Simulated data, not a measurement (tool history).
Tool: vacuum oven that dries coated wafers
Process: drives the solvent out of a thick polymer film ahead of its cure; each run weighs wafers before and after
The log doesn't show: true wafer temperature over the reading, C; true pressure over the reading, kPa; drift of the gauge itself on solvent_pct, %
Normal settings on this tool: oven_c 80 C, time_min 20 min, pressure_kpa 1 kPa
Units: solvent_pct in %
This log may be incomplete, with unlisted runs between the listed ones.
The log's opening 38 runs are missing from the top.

run,hour,oven_c,time_min,pressure_kpa,hours of work since the thermocouples were calibrated,hours of work since the vacuum gauge was cleaned of residue,solvent_pct
39,648.8,80,32,1,532,377,0.54
40,669.5,80,29,0.59,540,385,0.39
41,684.9,80,29,0.59,547,391,0.44
42,703.5,80,29,0.59,554,399,0.45
43,721.4,80,29,0.59,562,406,0.36
44,734.3,72,27,0.59,567,411,0.9
45,758.1,79,32,0.59,576,421,0.37
46,777.9,79,32,3.2,584,429,1.54

Consider 3 possible next runs. They are alternatives, not a sequence: every one starts from the tool as it was left by run 46. What does each give?
A,795.9,79,21,3.2,592,436,?
B,795.9,79,16,1.47,592,436,?
C,795.9,93,25,2.85,592,436,?

run,solvent_pct
A,1.82
B,1.62
C,0.83
Without the tool's hidden state the same runs would have given:
run,solvent_pct
A,1.85
B,1.67
C,0.81
